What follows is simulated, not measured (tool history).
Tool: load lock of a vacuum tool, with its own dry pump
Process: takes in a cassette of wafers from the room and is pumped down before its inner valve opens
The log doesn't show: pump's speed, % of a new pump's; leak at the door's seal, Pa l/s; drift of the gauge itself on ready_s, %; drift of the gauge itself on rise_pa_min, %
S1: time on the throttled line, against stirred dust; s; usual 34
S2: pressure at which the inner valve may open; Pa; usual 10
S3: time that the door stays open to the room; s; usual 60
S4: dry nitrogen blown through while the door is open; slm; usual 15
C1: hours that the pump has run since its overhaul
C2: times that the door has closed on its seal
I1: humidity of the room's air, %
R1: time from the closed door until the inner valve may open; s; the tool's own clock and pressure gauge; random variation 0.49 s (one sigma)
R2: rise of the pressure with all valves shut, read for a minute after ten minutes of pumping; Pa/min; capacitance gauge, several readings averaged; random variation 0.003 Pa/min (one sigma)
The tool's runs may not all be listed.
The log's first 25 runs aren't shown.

run      day  S1  S2   S3  S4    C1     C2    I1    R1     R2
 26  190.029  34  10   60  29  1913  32792  44.8    65  0.032
 27  196.192  34  10   60  29  2060  33414  46.8  63.8  0.035
 28  205.433  34  15   60  23  2282  34348  44.1  62.1  0.032
 29  212.738  57  15   60   5  2458  35086  44.2  80.4  0.059
 30  221.767  57  15   60   5  2674  35997  40.5  80.7   0.05
 31  229.038  57  15   60   5  2849  36732  46.8  80.8  0.063
 32  235.388  46   9   41   6  3001  37373  47.8  75.1  0.051
 33  240.067  24  10  120  18  3113  37846  47.8    56  0.058
 34  245.608  24  10  120  18  3247  38406  43.9  56.3  0.053
 35  255.325  24  10  120  18  3480  39387  45.7  56.5  0.055
 36  262.717  21  15  164  18  3657  40133  42.8  52.6   0.06
 37  272.779  52  16   60  15  3899  41150  44.4    76  0.038

Forecast each of these 4 alternatives for the next run:
  A  281.921  34  10   98  10  4118  42073  42.6   ?   ?
  B  281.921  29  16  142  14  4118  42073  39.2   ?   ?
  C  281.921  34  12   60  15  4118  42073  42.2   ?   ?
  D  281.921  50  10   60  15  4118  42073  44.9   ?   ?

run    R1     R2
  A  65.4  0.058
  B  58.5  0.057
  C  63.4   0.04
  D  75.9  0.044
Without the tool's hidden state the same runs would have given:
run    R1     R2
  A  65.4  0.057
  B  58.5  0.056
  C  63.4  0.039
  D  75.9  0.043
